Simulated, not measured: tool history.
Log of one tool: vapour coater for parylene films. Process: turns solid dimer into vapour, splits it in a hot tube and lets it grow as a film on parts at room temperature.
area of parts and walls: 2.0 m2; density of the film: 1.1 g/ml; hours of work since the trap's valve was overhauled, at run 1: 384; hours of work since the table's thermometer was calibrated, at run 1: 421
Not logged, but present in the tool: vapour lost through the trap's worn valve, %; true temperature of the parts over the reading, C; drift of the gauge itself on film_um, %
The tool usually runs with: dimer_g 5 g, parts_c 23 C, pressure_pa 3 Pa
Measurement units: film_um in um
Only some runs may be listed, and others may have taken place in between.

| run | hour | dimer_g | parts_c | pressure_pa | hours of work since the trap's valve was overhauled | hours of work since the table's thermometer was calibrated | film_um |
|---|---|---|---|---|---|---|---|
| 1 | 0 | 5 | 23 | 3 | 384 | 421 | 1.196 |
| 2 | 25.4 | 6 | 23 | 3 | 394 | 431 | 1.426 |
| 3 | 72.9 | 6 | 23 | 3 | 414 | 451 | 1.44 |
| 4 | 128.1 | 6 | 23 | 3 | 436 | 473 | 1.418 |
| 5 | 169.3 | 6 | 23 | 3 | 453 | 490 | 1.427 |
|  | 202.3 | trap's valve overhauled |
| 6 | 227.9 | 5 | 17 | 3 | 11 | 513 | 1.512 |
| 7 | 274.8 | 5 | 17 | 3 | 30 | 532 | 1.505 |
| 8 | 300.7 | 5 | 17 | 3 | 41 | 543 | 1.506 |
| 9 | 334.6 | 5 | 17 | 3 | 54 | 557 | 1.511 |
| 10 | 389.8 | 5 | 17 | 3 | 77 | 579 | 1.51 |
| 11 | 436 | 5 | 16 | 3 | 96 | 598 | 1.559 |
| 12 | 470.2 | 5 | 16 | 3 | 110 | 612 | 1.559 |
| 13 | 520.6 | 5 | 23 | 3 | 131 | 633 | 1.233 |
| 14 | 568.4 | 5 | 23 | 3 | 151 | 653 | 1.225 |
| 15 | 599.9 | 5 | 23 | 3 | 164 | 666 | 1.224 |
| 16 | 626.9 | 5 | 23 | 3 | 175 | 677 | 1.233 |
| 17 | 656.1 | 5 | 23 | 3 | 187 | 689 | 1.228 |
| 18 | 700 | 4 | 20 | 3.21 | 205 | 707 | 1.06 |
| 19 | 752 | 4 | 20 | 3.21 | 226 | 728 | 1.074 |
| 20 | 794.6 | 3 | 16 | 3 | 244 | 746 | 0.933 |
| 21 | 844.5 | 3 | 18 | 3 | 264 | 766 | 0.862 |
| 22 | 888.9 | 5 | 23 | 3.61 | 282 | 785 | 1.166 |
| 23 | 931.1 | 5 | 16 | 9.22 | 300 | 802 | 1.19 |
| 24 | 955.3 | 5 | 32 | 2.76 | 310 | 812 | 0.92 |
| 25 | 990.2 | 5 | 29 | 2.29 | 324 | 826 | 1.063 |
| 26 | 1013.6 | 5 | 29 | 2.29 | 334 | 836 | 1.062 |
| 27 | 1053.2 | 5 | 29 | 2.29 | 350 | 852 | 1.064 |
| 28 | 1094 | 5 | 23 | 3 | 367 | 869 | 1.205 |

Below are 4 alternative next runs, each starting from the tool's condition after run 28. Predict each:
| A | 1121.3 | 5 | 20 | 2.26 | 378 | 880 | ? |
| B | 1121.3 | 5 | 27 | 3 | 378 | 880 | ? |
| C | 1121.3 | 5 | 29 | 3 | 378 | 880 | ? |
| D | 1121.3 | 3 | 19 | 7.84 | 378 | 880 | ? |

| run | film_um |
|---|---|
| A | 1.433 |
| B | 1.054 |
| C | 0.991 |
| D | 0.667 |
Without the tool's unlogged condition, the same runs would have read:
| run | film_um |
|---|---|
| A | 1.457 |
| B | 1.072 |
| C | 1.008 |
| D | 0.678 |

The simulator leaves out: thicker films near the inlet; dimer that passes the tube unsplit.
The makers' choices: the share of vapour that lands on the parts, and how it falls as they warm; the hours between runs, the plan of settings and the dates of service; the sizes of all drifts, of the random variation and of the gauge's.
